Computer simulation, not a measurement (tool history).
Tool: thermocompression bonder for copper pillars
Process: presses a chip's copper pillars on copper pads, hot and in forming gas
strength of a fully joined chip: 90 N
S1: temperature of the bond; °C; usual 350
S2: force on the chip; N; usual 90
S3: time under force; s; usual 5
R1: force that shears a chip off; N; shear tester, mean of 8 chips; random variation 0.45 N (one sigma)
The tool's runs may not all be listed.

run	hour	S1	S2	S3	R1
1	0.0	350	90	5	41.8
2	35.2	350	90	5	41.9
3	62.1	330	90	5	32.8
4	94.2	350	66	5	33.8
5	121.3	350	66	5	33.1
6	147.1	350	66	5	34.0
7	168.9	339	66	5	30.0
8	192.1	350	64	5	33.4
9	210.9	325	64	5	24.9
10	228.8	350	90	5	42.5
11	255.7	350	90	5	41.4
12	290.9	350	90	5	42.7
13	308.1	350	90	5	42.4
14	326.2	350	90	5	42.0
15	346.4	350	90	4	39.0
16	385.7	350	90	5	41.4
# hour 390.2: forming gas filter changed
17	422.3	350	90	5	42.0
18	458.3	350	90	5	41.6
19	477.9	344	90	5	39.4
20	504.9	344	69	5	32.6
21	531.1	371	90	5	51.0
22	558.4	371	90	5	50.5
23	589.5	371	90	5	51.4
24	626.5	364	75	8	50.3
25	658.1	350	90	6	44.3
26	698.1	350	90	3	35.1
27	729.9	362	64	9	46.9

Forecast run 28:
28	746.9	362	64	3	?

{"run 28": {"R1": 31.4}}
Without the tool's hidden state the same run would have given R1 31.3 N.
